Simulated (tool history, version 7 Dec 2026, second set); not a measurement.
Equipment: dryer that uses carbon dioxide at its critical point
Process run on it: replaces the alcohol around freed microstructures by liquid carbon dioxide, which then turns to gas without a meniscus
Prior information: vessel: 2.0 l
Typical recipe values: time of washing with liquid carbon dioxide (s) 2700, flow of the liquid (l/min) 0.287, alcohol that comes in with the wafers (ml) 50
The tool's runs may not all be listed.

run	day	time of washing with liquid carbon dioxide (s)	flow of the liquid (l/min)	alcohol that comes in with the wafers (ml)	alcohol left in the vessel before it's heated (ppm by volume)
1	0	2700	0.287	50	112
2	1.325	2700	0.287	50	110
3	3.225	2700	0.287	25	71
4	5.321	2700	0.22	50	323
5	7.442	1740	0.287	50	651
6	9.317	1740	0.287	50	668
7	10.638	2700	0.287	50	132
8	12.233	2700	0.186	50	640
9	13.604	2700	0.429	79	71
10	14.792	2700	0.429	79	68
11	16.246	2580	0.429	79	79
12	17.412	3120	0.189	50	364
13	19.1	3120	0.189	50	369
14	21.538	3120	0.462	50	67

Same runs, no hidden state in the tool, same run-to-run variation:
The hidden state here: flow that reaches the vessel past the clogged filter, %; alcohol in the recycled carbon dioxide, ppm; drift of the gauge itself on alcohol_ppm, %.
run	alcohol left in the vessel before it's heated (ppm by volume)
1	71
2	66
3	29
4	244
5	530
6	535
7	69
8	498
9	17
10	12
11	19
12	247
13	245
14	4
